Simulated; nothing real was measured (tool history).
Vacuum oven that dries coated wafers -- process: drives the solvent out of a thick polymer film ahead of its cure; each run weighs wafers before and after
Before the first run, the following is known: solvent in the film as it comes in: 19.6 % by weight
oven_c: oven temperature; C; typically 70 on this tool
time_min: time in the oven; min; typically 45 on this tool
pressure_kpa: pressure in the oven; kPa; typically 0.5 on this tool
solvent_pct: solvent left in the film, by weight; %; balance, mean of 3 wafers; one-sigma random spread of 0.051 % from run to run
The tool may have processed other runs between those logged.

run 1 day=0 | oven_c=70 time_min=45 pressure_kpa=0.5 | solvent_pct=1.34
run 2 day=1.367 | oven_c=70 time_min=45 pressure_kpa=0.5 | solvent_pct=1.28
run 3 day=2.604 | oven_c=70 time_min=45 pressure_kpa=0.5 | solvent_pct=1.37
run 4 day=4.575 | oven_c=70 time_min=45 pressure_kpa=0.5 | solvent_pct=1.32
run 5 day=6.054 | oven_c=70 time_min=45 pressure_kpa=0.5 | solvent_pct=1.33
run 6 day=8.267 | oven_c=70 time_min=45 pressure_kpa=0.5 | solvent_pct=1.27
run 7 day=9.817 | oven_c=70 time_min=45 pressure_kpa=0.5 | solvent_pct=1.28
run 8 day=11.679 | oven_c=70 time_min=45 pressure_kpa=1.596 | solvent_pct=1.64
run 9 day=12.667 | oven_c=70 time_min=45 pressure_kpa=0.5 | solvent_pct=1.41
run 10 day=14.638 | oven_c=70 time_min=45 pressure_kpa=0.5 | solvent_pct=1.39
run 11 day=16.692 | oven_c=70 time_min=45 pressure_kpa=0.5 | solvent_pct=1.38
run 12 day=18.392 | oven_c=70 time_min=37 pressure_kpa=0.5 | solvent_pct=2
run 13 day=20.088 | oven_c=66 time_min=45 pressure_kpa=0.5 | solvent_pct=2.41
run 14 day=21.35 | oven_c=66 time_min=45 pressure_kpa=0.5 | solvent_pct=2.43
run 15 day=23.512 | oven_c=70 time_min=45 pressure_kpa=0.5 | solvent_pct=1.43
run 16 day=25.279 | oven_c=70 time_min=45 pressure_kpa=0.5 | solvent_pct=1.41
run 17 day=26.812 | oven_c=70 time_min=45 pressure_kpa=0.5 | solvent_pct=1.48
run 18 day=28.292 | oven_c=70 time_min=45 pressure_kpa=0.5 | solvent_pct=1.51
run 19 day=29.588 | oven_c=70 time_min=45 pressure_kpa=0.5 | solvent_pct=1.39
run 20 day=30.933 | oven_c=70 time_min=45 pressure_kpa=0.5 | solvent_pct=1.34
run 21 day=32.688 | oven_c=70 time_min=45 pressure_kpa=0.5 | solvent_pct=1.44
run 22 day=34.925 | oven_c=70 time_min=43 pressure_kpa=0.5 | solvent_pct=1.61
run 23 day=36.721 | oven_c=70 time_min=45 pressure_kpa=0.5 | solvent_pct=1.5
run 24 day=38.442 | oven_c=73 time_min=45 pressure_kpa=0.569 | solvent_pct=0.92
run 25 day=39.4 | oven_c=70 time_min=27 pressure_kpa=0.912 | solvent_pct=3.79
run 26 day=40.946 | oven_c=74 time_min=27 pressure_kpa=0.912 | solvent_pct=2.54
run 27 day=42.754 | oven_c=81 time_min=23 pressure_kpa=0.447 | solvent_pct=1.44
run 28 day=44.258 | oven_c=79 time_min=23 pressure_kpa=0.447 | solvent_pct=1.94
run 29 day=46.646 | oven_c=77 time_min=55 pressure_kpa=0.5 | solvent_pct=0.27
run 30 day=48.517 | oven_c=70 time_min=27 pressure_kpa=0.324 | solvent_pct=3.9
-- day=48.954 vacuum gauge cleaned of residue and calibrated
run 31 day=50.4 | oven_c=70 time_min=22 pressure_kpa=0.42 | solvent_pct=5.06
run 32 day=51.696 | oven_c=77 time_min=72 pressure_kpa=1.143 | solvent_pct=0.19
run 33 day=53.542 | oven_c=78 time_min=60 pressure_kpa=0.703 | solvent_pct=0.2
run 34 day=54.571 | oven_c=70 time_min=44 pressure_kpa=1.28 | solvent_pct=1.72
run 35 day=56.492 | oven_c=70 time_min=44 pressure_kpa=1.28 | solvent_pct=1.87
run 36 day=57.633 | oven_c=71 time_min=64 pressure_kpa=0.265 | solvent_pct=0.45
run 37 day=58.808 | oven_c=56 time_min=45 pressure_kpa=0.5 | solvent_pct=6.32
run 38 day=60.775 | oven_c=59 time_min=45 pressure_kpa=0.874 | solvent_pct=5.27
run 39 day=61.779 | oven_c=59 time_min=45 pressure_kpa=0.874 | solvent_pct=5.28
run 40 day=63.65 | oven_c=59 time_min=45 pressure_kpa=0.874 | solvent_pct=5.45
run 41 day=64.642 | oven_c=59 time_min=45 pressure_kpa=0.874 | solvent_pct=5.4
run 42 day=66.833 | oven_c=64 time_min=51 pressure_kpa=1.447 | solvent_pct=2.99
run 43 day=68.958 | oven_c=60 time_min=23 pressure_kpa=0.5 | solvent_pct=8.64
run 44 day=70.462 | oven_c=59 time_min=28 pressure_kpa=0.918 | solvent_pct=8.14
run 45 day=72.471 | oven_c=69 time_min=64 pressure_kpa=1.965 | solvent_pct=1.15
run 46 day=74.554 | oven_c=71 time_min=64 pressure_kpa=1.965 | solvent_pct=0.8

What if the next run were any one of these 4? Each begins from the tool's condition after run 46:
run A day=76.354 | oven_c=81 time_min=44 pressure_kpa=1.965 | solvent_pct=?
run B day=76.354 | oven_c=72 time_min=30 pressure_kpa=0.811 | solvent_pct=?
run C day=76.354 | oven_c=79 time_min=49 pressure_kpa=1.965 | solvent_pct=?
run D day=76.354 | oven_c=65 time_min=62 pressure_kpa=0.808 | solvent_pct=?

run=A solvent_pct=0.38
run=B solvent_pct=2.84
run=C solvent_pct=0.53
run=D solvent_pct=1.9
Take away the tool's hidden state, keep each run's random variation, and the runs would have read:
run=A solvent_pct=0.24
run=B solvent_pct=2
run=C solvent_pct=0.39
run=D solvent_pct=1.24
